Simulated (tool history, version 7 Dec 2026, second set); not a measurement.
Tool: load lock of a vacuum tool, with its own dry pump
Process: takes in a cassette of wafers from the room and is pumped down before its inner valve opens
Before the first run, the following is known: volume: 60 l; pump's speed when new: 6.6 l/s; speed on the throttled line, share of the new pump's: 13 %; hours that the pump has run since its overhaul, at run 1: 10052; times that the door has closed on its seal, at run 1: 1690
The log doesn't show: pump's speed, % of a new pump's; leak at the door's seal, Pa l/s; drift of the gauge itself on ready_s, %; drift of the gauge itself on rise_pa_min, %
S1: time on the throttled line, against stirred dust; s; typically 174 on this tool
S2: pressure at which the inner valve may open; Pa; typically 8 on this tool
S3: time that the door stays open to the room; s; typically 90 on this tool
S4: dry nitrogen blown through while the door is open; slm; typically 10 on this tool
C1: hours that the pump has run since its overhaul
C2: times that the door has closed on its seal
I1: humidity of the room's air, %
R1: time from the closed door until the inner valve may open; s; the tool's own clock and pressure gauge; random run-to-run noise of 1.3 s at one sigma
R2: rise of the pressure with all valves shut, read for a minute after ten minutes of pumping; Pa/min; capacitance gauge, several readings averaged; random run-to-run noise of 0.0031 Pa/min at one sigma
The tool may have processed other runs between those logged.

Run 1, hour 0: usual settings; C1 10052; C2 1690; I1 47.7. Result: R1 237.3 s, R2 0.056 Pa/min.
Run 2, hour 175.6: usual settings but S1 129 s; C1 10227; C2 1868; I1 45.5. Result: R1 201 s, R2 0.057 Pa/min.
Run 3, hour 295.5: usual settings but S1 129 s; C1 10347; C2 1989; I1 45.2. Result: R1 199.9 s, R2 0.059 Pa/min.
Run 4, hour 455.7: usual settings but S1 129 s; C1 10507; C2 2152; I1 49.1. Result: R1 198.6 s, R2 0.065 Pa/min.
Run 5, hour 609.3: usual settings but S1 129 s; C1 10661; C2 2308; I1 42. Result: R1 199 s, R2 0.052 Pa/min.
Run 6, hour 727.4: usual settings but S1 129 s; C1 10779; C2 2428; I1 41.5. Result: R1 198.8 s, R2 0.055 Pa/min.
Run 7, hour 887.1: usual settings; C1 10939; C2 2590; I1 44.9. Result: R1 238 s, R2 0.056 Pa/min.
Run 8, hour 976.5: usual settings; C1 11028; C2 2680; I1 42.7. Result: R1 240 s, R2 0.056 Pa/min.
Run 9, hour 1120.5: usual settings but S3 127 s; C1 11172; C2 2827; I1 47. Result: R1 237.9 s, R2 0.076 Pa/min.
Run 10, hour 1228.1: usual settings but S3 127 s; C1 11280; C2 2936; I1 45.2. Result: R1 235.7 s, R2 0.077 Pa/min.
Run 11, hour 1415: usual settings but S3 127 s; C1 11467; C2 3125; I1 43.8. Result: R1 240.7 s, R2 0.067 Pa/min.
Run 12, hour 1547: usual settings but S3 127 s; C1 11599; C2 3259; I1 48.4. Result: R1 236.2 s, R2 0.078 Pa/min.
Run 13, hour 1712.3: usual settings but S1 267 s, S3 53 s; C1 11764; C2 3427; I1 43.7. Result: R1 317.6 s, R2 0.04 Pa/min.
Run 14, hour 1900.7: usual settings but S1 267 s, S3 53 s; C1 11953; C2 3618; I1 45.5. Result: R1 320.1 s, R2 0.04 Pa/min.
Run 15, hour 2039.3: usual settings but S1 159 s, S2 13 Pa, S3 53 s, S4 8 slm; C1 12091; C2 3759; I1 43.7. Result: R1 220.5 s, R2 0.04 Pa/min.
Run 16, hour 2141.5: usual settings but S1 159 s, S2 13 Pa, S3 53 s, S4 6 slm; C1 12193; C2 3863; I1 45.6. Result: R1 220.4 s, R2 0.048 Pa/min.
Run 17, hour 2330: usual settings but S1 140 s, S2 14 Pa, S3 144 s, S4 7 slm; C1 12382; C2 4054; I1 42.4. Result: R1 203.4 s, R2 0.09 Pa/min.
Run 18, hour 2473.6: usual settings but S1 255 s, S2 14 Pa, S3 144 s, S4 8 slm; C1 12525; C2 4200; I1 41.2. Result: R1 302.9 s, R2 0.084 Pa/min.
Run 19, hour 2616.4: usual settings but S1 255 s, S2 14 Pa, S3 144 s, S4 8 slm; C1 12668; C2 4345; I1 44.6. Result: R1 299.5 s, R2 0.09 Pa/min.
Run 20, hour 2790.7: usual settings but S1 255 s, S2 11 Pa, S3 144 s, S4 31 slm; C1 12842; C2 4521; I1 43.3. Result: R1 306 s, R2 0.045 Pa/min.
Run 21, hour 2918.3: usual settings but S1 125 s, S2 6 Pa; C1 12970; C2 4651; I1 48.2. Result: R1 196.5 s, R2 0.066 Pa/min.

Branching from run 21: 4 alternative next runs. What would each branch give?
Run A, hour 3103.1: usual settings but S1 146 s, S2 6 Pa, S3 37 s; C1 13155; C2 4838; I1 47.7. Result: R1 ?, R2 ?.
Run B, hour 3103.1: usual settings but S1 112 s, S2 7 Pa; C1 13155; C2 4838; I1 47.7. Result: R1 ?, R2 ?.
Run C, hour 3103.1: usual settings but S1 125 s, S2 9 Pa, S4 13 slm; C1 13155; C2 4838; I1 47. Result: R1 ?, R2 ?.
Run D, hour 3103.1: usual settings but S3 28 s; C1 13155; C2 4838; I1 44.6. Result: R1 ?, R2 ?.

run     R1     R2
  A    217  0.029
  B  188.1  0.061
  C  195.4  0.054
  D    238   0.02
The same runs, with their run-to-run variation unchanged, on a tool lacking any hidden condition would have given:
run     R1     R2
  A  216.9  0.029
  B  187.9  0.061
  C  195.3  0.054
  D  237.9   0.02

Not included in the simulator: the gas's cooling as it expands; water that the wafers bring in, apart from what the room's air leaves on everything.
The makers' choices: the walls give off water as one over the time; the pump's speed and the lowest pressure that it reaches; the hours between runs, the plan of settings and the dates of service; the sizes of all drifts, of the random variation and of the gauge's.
